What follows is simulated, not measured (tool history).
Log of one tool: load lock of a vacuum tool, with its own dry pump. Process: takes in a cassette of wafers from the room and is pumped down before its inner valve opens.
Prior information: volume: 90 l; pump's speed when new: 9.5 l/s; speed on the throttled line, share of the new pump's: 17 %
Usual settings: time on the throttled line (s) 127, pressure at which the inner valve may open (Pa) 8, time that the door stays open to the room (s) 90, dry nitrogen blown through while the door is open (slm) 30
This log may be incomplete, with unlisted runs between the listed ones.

| run | hour | time on the throttled line (s) | pressure at which the inner valve may open (Pa) | time that the door stays open to the room (s) | dry nitrogen blown through while the door is open (slm) | incoming humidity of the room's air, % | time from the closed door until the inner valve may open (s) | rise of the pressure with all valves shut (Pa/min) |
|---|---|---|---|---|---|---|---|---|
| 1 | 0.0 | 127 | 8 | 90 | 30 | 43.4 | 202.1 | 0.094 |
| 2 | 114.0 | 127 | 8 | 90 | 30 | 46.3 | 204.9 | 0.102 |
| 3 | 301.2 | 127 | 8 | 90 | 4 | 45.4 | 205.3 | 0.146 |
| 4 | 389.2 | 170 | 8 | 90 | 30 | 42.1 | 239.6 | 0.105 |
| 5 | 514.8 | 170 | 8 | 90 | 30 | 48.5 | 238.3 | 0.112 |
| 6 | 665.6 | 170 | 8 | 90 | 30 | 46.6 | 240.1 | 0.111 |
| 7 | 840.5 | 170 | 7 | 90 | 30 | 44.3 | 241.8 | 0.106 |
| 8 | 930.2 | 161 | 8 | 90 | 30 | 42.3 | 232.4 | 0.107 |
| 9 | 1115.8 | 168 | 8 | 90 | 30 | 44.8 | 240.6 | 0.115 |
| 10 | 1228.4 | 168 | 8 | 90 | 30 | 47.5 | 239.3 | 0.117 |
| 11 | 1420.9 | 127 | 8 | 90 | 30 | 47.2 | 205.8 | 0.118 |
| 12 | 1550.6 | 127 | 8 | 142 | 30 | 45.8 | 207.3 | 0.133 |
| 13 | 1634.7 | 67 | 8 | 90 | 30 | 45.6 | 159.4 | 0.118 |
| 14 | 1810.2 | 67 | 8 | 90 | 30 | 43.9 | 159.0 | 0.118 |
| 15 | 1911.0 | 67 | 8 | 90 | 30 | 43.8 | 160.2 | 0.120 |
| 16 | 2055.3 | 127 | 8 | 90 | 11 | 46.2 | 204.8 | 0.148 |
| 17 | 2166.0 | 127 | 8 | 128 | 30 | 45.0 | 206.8 | 0.147 |
| 18 | 2316.7 | 127 | 8 | 128 | 30 | 45.6 | 206.6 | 0.139 |
| 19 | 2518.8 | 127 | 8 | 128 | 30 | 42.4 | 206.8 | 0.136 |
| 20 | 2702.6 | 127 | 8 | 128 | 30 | 47.0 | 205.4 | 0.148 |
| 21 | 2853.6 | 127 | 8 | 128 | 30 | 44.0 | 207.4 | 0.135 |
| 22 | 3033.6 | 132 | 8 | 43 | 5 | 43.7 | 212.4 | 0.141 |
| 23 | 3219.2 | 132 | 8 | 43 | 5 | 46.1 | 208.6 | 0.147 |
| 24 | 3351.7 | 132 | 8 | 43 | 5 | 45.8 | 213.1 | 0.151 |
| 25 | 3463.6 | 191 | 8 | 97 | 5 | 44.2 | 260.9 | 0.183 |
| 26 | 3617.2 | 191 | 8 | 97 | 5 | 45.1 | 255.9 | 0.185 |
| 27 | 3728.0 | 82 | 8 | 74 | 21 | 47.0 | 172.7 | 0.150 |
| 28 | 3884.6 | 82 | 8 | 74 | 21 | 46.6 | 173.0 | 0.147 |
| 29 | 3991.8 | 157 | 7 | 39 | 11 | 42.8 | 234.4 | 0.148 |
| 30 | 4120.2 | 98 | 8 | 188 | 30 | 44.9 | 185.4 | 0.172 |
| 31 | 4316.8 | 127 | 8 | 109 | 30 | 44.1 | 208.4 | 0.158 |
| 32 | 4408.5 | 184 | 8 | 90 | 7 | 46.0 | 254.7 | 0.189 |
| 33 | 4571.0 | 127 | 8 | 204 | 32 | 42.7 | 210.2 | 0.185 |
| 34 | 4729.5 | 195 | 12 | 204 | 32 | 47.2 | 259.1 | 0.196 |
| 35 | 4876.9 | 134 | 10 | 28 | 32 | 48.5 | 213.0 | 0.137 |
| 36 | 5038.1 | 127 | 8 | 146 | 24 | 46.4 | 212.8 | 0.194 |
| 37 | 5155.2 | 112 | 6 | 68 | 5 | 42.4 | 200.7 | 0.187 |

Each row is a separate what-if for the run after 37, all from the same tool condition, not one after another. Results?
| A | 5356.5 | 75 | 6 | 56 | 30 | 44.3 | ? | ? |
| B | 5356.5 | 98 | 6 | 33 | 9 | 42.2 | ? | ? |
| C | 5356.5 | 229 | 8 | 90 | 19 | 45.9 | ? | ? |
| D | 5356.5 | 188 | 11 | 68 | 5 | 47.0 | ? | ? |

| run | time from the closed door until the inner valve may open (s) | rise of the pressure with all valves shut (Pa/min) |
|---|---|---|
| A | 171.6 | 0.164 |
| B | 192.6 | 0.168 |
| C | 292.4 | 0.184 |
| D | 257.8 | 0.197 |
Without the tool's unlogged condition, the same runs would have read:
| run | time from the closed door until the inner valve may open (s) | rise of the pressure with all valves shut (Pa/min) |
|---|---|---|
| A | 153.4 | 0.031 |
| B | 175.1 | 0.035 |
| C | 280.7 | 0.053 |
| D | 245.2 | 0.063 |
